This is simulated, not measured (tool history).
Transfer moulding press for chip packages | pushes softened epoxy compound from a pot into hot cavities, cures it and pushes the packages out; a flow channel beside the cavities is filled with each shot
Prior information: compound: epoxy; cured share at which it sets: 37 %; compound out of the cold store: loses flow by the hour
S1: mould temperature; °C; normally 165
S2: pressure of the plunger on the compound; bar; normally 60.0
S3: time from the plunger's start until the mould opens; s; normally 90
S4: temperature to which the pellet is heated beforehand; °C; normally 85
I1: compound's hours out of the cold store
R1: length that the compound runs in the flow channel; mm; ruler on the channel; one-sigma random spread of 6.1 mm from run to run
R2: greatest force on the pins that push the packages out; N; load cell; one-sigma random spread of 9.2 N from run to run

run   hour   S1    S2   S3  S4    I1   R1    R2
  1    0.0  165  60.0   90  85  18.2  685   487
  2   13.6  165  60.0   90  85  41.8  628   574
  3   28.9  165  60.0   90  85  10.0  683   657
  4   47.8  165  60.0   90  85  33.3  641   658
  5   66.9  165  60.0   90  85  47.5  617   676
  6   80.3  165  60.0   90  85  23.2  660   678
      86.4  -- cavities cleaned with cleaning compound and waxed
  7   91.0  165  60.0   90  85  10.5  689   486
  8  110.6  165  60.0   90  85   8.5  671   620
  9  127.9  158  47.8   76  85   8.0  623  1651
 10  139.3  162  52.2   90  91  39.1  587   791
 11  161.1  166  60.0   90  85  41.7  611   647
     164.4  -- mould's thermocouples calibrated
 12  174.5  166  60.0   90  85  29.5  634   651
     181.5  -- cavities cleaned with cleaning compound and waxed
 13  190.0  166  60.0   90  85  32.0  626   490
 14  203.6  158  60.0  111  85  14.5  676   655
     207.3  -- mould's thermocouples calibrated, once more
 15  226.9  165  60.0  116  80  12.0  656   500
 16  236.1  165  60.0  116  80  44.2  584   509

Consider 4 possible next runs. They are alternatives, not a sequence: every one starts from the tool as it was left by run 16. What does each give?
  A  257.4  167  60.0   93  76  17.3   ?   ?
  B  257.4  165  51.8   78  80  46.3   ?   ?
  C  257.4  161  60.0  129  80  16.2   ?   ?
  D  257.4  171  60.3   90  80  11.6   ?   ?

run   R1   R2
  A  634  613
  B  549  901
  C  646  519
  D  641  566
With no hidden state in the tool, these same runs would have given:
run   R1   R2
  A  680  373
  B  589  544
  C  694  314
  D  688  346
